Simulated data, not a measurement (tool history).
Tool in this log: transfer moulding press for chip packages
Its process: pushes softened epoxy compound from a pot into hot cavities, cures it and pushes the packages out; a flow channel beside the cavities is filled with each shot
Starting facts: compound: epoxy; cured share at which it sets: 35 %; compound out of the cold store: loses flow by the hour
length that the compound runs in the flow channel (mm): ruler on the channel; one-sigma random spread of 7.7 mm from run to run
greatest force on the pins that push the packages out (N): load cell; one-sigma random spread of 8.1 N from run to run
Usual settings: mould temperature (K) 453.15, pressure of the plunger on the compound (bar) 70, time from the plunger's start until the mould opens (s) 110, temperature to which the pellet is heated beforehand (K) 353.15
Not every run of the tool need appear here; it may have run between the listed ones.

| run | hour | mould temperature (K) | pressure of the plunger on the compound (bar) | time from the plunger's start until the mould opens (s) | temperature to which the pellet is heated beforehand (K) | incoming compound's hours out of the cold store | length that the compound runs in the flow channel (mm) | greatest force on the pins that push the packages out (N) |
|---|---|---|---|---|---|---|---|---|
| 1 | 0 | 453.15 | 70 | 110 | 353.15 | 27.6 | 831 | 361 |
| 2 | 7.1 | 453.15 | 70 | 110 | 353.15 | 45.7 | 778 | 384 |
| 3 | 13.5 | 453.15 | 70 | 110 | 353.15 | 22.1 | 851 | 433 |
| 4 | 23.3 | 453.15 | 73.4 | 110 | 353.15 | 46.9 | 784 | 463 |
| 5 | 32.9 | 453.15 | 73.4 | 110 | 353.15 | 47.4 | 795 | 473 |
| 6 | 42.5 | 453.15 | 73.4 | 110 | 353.15 | 34 | 816 | 536 |
| 7 | 47 | 453.15 | 73.4 | 110 | 353.15 | 38.5 | 801 | 553 |
| 8 | 56.5 | 453.15 | 73.4 | 110 | 353.15 | 17.1 | 882 | 585 |
| 9 | 65.1 | 453.15 | 70 | 110 | 353.15 | 22 | 834 | 624 |
| 10 | 71.8 | 453.15 | 70 | 110 | 359.15 | 24.1 | 844 | 608 |
| 11 | 81.9 | 453.15 | 70 | 110 | 359.15 | 12.4 | 868 | 636 |
| 12 | 90.7 | 453.15 | 70 | 110 | 354.15 | 43.2 | 789 | 612 |
| 13 | 98.6 | 453.15 | 70 | 126 | 353.15 | 32 | 807 | 562 |
| 14 | 104.2 | 453.15 | 70 | 126 | 353.15 | 41.9 | 790 | 564 |
| 15 | 113.4 | 453.15 | 70 | 126 | 353.15 | 19.1 | 840 | 565 |
| 16 | 123.2 | 453.15 | 70 | 139 | 353.15 | 44.6 | 772 | 296 |
| 17 | 127.5 | 453.15 | 70 | 139 | 353.15 | 42.6 | 775 | 307 |
| 18 | 137.4 | 454.15 | 70 | 129 | 343.15 | 18.4 | 838 | 349 |
| 19 | 146.5 | 453.15 | 57.5 | 103 | 353.15 | 25.1 | 742 | 518 |
| 20 | 154.9 | 452.15 | 74.1 | 127 | 348.15 | 42.5 | 800 | 437 |
| 21 | 161.3 | 454.15 | 74.1 | 127 | 348.15 | 22.3 | 869 | 408 |
| 22 | 166 | 454.15 | 74.1 | 127 | 348.15 | 22.2 | 846 | 443 |
| 23 | 171.1 | 454.15 | 74.1 | 127 | 348.15 | 33.7 | 813 | 430 |
| 24 | 178.5 | 454.15 | 73.9 | 127 | 348.15 | 23 | 838 | 475 |
| 25 | 185.5 | 454.15 | 56.8 | 127 | 348.15 | 22.5 | 727 | 493 |
| 26 | 190.9 | 459.15 | 55.7 | 110 | 360.15 | 47.6 | 649 | 499 |
| 27 | 201 | 459.15 | 55.7 | 110 | 360.15 | 35.7 | 684 | 516 |
| 28 | 208.9 | 459.15 | 55.7 | 110 | 360.15 | 11.5 | 745 | 537 |

Not shown: 1 entry that the log had between the listed runs. Between which runs, and how does the tool's hidden state differ before and after?
After run 15, before run 16: cavities cleaned with cleaning compound and waxed (hour 122.6)
  true mould temperature over the reading, C: 0.03 -> 0.04; pressure that reaches the compound, % of what is set: 87.96 -> 87.67; grip of the stained cavities, % over clean ones': 94.2 -> 5.4
  the result without the hidden state subtracted from the measured one, length that the compound runs in the flow channel (mm): -56 -> -53; greatest force on the pins that push the packages out (N): +273 -> +15
